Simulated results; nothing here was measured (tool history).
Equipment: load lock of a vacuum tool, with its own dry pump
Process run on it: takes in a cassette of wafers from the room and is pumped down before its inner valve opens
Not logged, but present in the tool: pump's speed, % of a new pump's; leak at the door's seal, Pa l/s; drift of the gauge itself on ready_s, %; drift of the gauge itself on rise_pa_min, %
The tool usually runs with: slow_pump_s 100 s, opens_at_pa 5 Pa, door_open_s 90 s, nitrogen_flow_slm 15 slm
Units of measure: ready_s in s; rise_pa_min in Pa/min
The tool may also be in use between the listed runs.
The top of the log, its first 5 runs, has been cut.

run	hour	slow_pump_s	opens_at_pa	door_open_s	nitrogen_flow_slm	hours that the pump has run since its overhaul	times that the door has closed on its seal	incoming humidity of the room's air, %	ready_s	rise_pa_min
6	463.2	198	5	90	15	2321	6385	45.6	297.0	0.095
7	603.5	198	5	90	15	2461	6913	45.6	295.7	0.094
8	662.5	198	5	90	15	2520	7135	46.5	298.3	0.103
9	770.1	65	5	90	15	2628	7541	44.4	191.4	0.100
10	827.2	100	5	90	15	2685	7756	47.3	217.9	0.103
11	955.9	100	7	90	15	2814	8240	40.3	213.0	0.107
12	1027.5	159	5	90	15	2885	8510	45.3	264.6	0.115
13	1163.5	159	5	90	15	3021	9022	45.4	264.8	0.122
14	1264.7	159	5	90	15	3122	9403	47.5	268.3	0.126
15	1378.6	127	5	90	15	3236	9833	47.0	241.2	0.129
16	1447.9	89	5	90	15	3306	10094	43.4	210.3	0.132
17	1566.2	89	5	55	15	3424	10539	42.7	211.0	0.135
18	1644.9	100	5	90	15	3503	10835	44.4	218.2	0.136
19	1775.7	100	5	90	15	3633	11328	46.7	219.4	0.146
20	1865.7	100	5	90	15	3723	11667	44.1	218.5	0.147
21	1952.2	100	5	90	15	3810	11993	48.6	219.8	0.156

Run 22 comes next. What will it give?
22	2084.4	100	5	32	15	3942	12491	45.4	?	?

Run 22 came out at ready_s 219.8 s, rise_pa_min 0.146 Pa/min.
Had the tool carried no hidden state, the very same run would have given ready_s 210.7 s, rise_pa_min 0.026 Pa/min.

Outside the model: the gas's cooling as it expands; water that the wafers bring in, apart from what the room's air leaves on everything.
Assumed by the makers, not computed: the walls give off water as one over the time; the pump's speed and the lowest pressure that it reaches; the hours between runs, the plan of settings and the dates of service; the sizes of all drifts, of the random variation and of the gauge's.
